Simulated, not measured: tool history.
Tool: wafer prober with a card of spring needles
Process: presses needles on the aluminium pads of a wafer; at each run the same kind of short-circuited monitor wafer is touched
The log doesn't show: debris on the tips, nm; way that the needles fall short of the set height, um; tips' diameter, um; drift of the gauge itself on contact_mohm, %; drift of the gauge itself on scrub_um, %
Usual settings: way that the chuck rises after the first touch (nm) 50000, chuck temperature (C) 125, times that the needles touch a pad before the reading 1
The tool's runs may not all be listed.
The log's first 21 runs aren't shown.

run	hour	way that the chuck rises after the first touch (nm)	chuck temperature (C)	times that the needles touch a pad before the reading	touches since the tips were cleaned	cleanings since the card got new needles	touches since the first contact's height was set	resistance of one needle with its contact and lead (mohm)	way that a needle slides on the pad (nm)
# hour 524.8: gauge calibrated
# hour 532: tips cleaned on abrasive film
# hour 548.5: tips cleaned on abrasive film
22	554	31000	36	2	1828	61	32643	267	5350
# hour 564.4: tips cleaned on abrasive film
# hour 579.7: tips cleaned on abrasive film
23	585.8	49000	54	2	2017	63	43021	268	8460
# hour 596.8: tips cleaned on abrasive film
# hour 612.1: tips cleaned on abrasive film
24	613.2	50000	48	1	338	65	51922	261	8670
# hour 627: tips cleaned on abrasive film
# hour 641.9: tips cleaned on abrasive film
25	644.1	50000	48	1	725	67	62009	262	8650
# hour 659.3: tips cleaned on abrasive film
# hour 674.1: tips cleaned on abrasive film
26	679.5	50000	48	1	1779	69	73569	263	8690
# hour 689.7: tips cleaned on abrasive film
# hour 705.2: tips cleaned on abrasive film
27	717.7	32000	88	1	4097	71	86032	282	5580
# hour 721.1: tips cleaned on abrasive film
# hour 735.7: tips cleaned on abrasive film
28	739.6	36000	49	1	1280	73	93161	270	6270
# hour 751.7: tips cleaned on abrasive film
29	759	36000	81	1	2382	74	99495	281	6290
# hour 768: tips cleaned on abrasive film
# hour 784: tips cleaned on abrasive film
30	791.7	36000	45	2	2529	76	110181	266	6290

4 ways to go on from here, each from the tool as it stands after run 30. What would each give?
# hour 800: tips cleaned on abrasive film
# hour 815.9: tips cleaned on abrasive film
A	820.3	31000	125	1	1443	78	119500	?	?
# hour 800: tips cleaned on abrasive film
# hour 815.9: tips cleaned on abrasive film
B	820.3	50000	34	1	1443	78	119500	?	?
# hour 800: tips cleaned on abrasive film
# hour 815.9: tips cleaned on abrasive film
C	820.3	36000	107	2	1443	78	119500	?	?
# hour 800: tips cleaned on abrasive film
# hour 815.9: tips cleaned on abrasive film
D	820.3	61000	42	2	1443	78	119500	?	?

run	resistance of one needle with its contact and lead (mohm)	way that a needle slides on the pad (nm)
A	295	5430
B	260	8740
C	286	6280
D	260	10680
Without the tool's hidden state the same runs would have given:
run	resistance of one needle with its contact and lead (mohm)	way that a needle slides on the pad (nm)
A	294	5350
B	260	8600
C	286	6180
D	260	10510

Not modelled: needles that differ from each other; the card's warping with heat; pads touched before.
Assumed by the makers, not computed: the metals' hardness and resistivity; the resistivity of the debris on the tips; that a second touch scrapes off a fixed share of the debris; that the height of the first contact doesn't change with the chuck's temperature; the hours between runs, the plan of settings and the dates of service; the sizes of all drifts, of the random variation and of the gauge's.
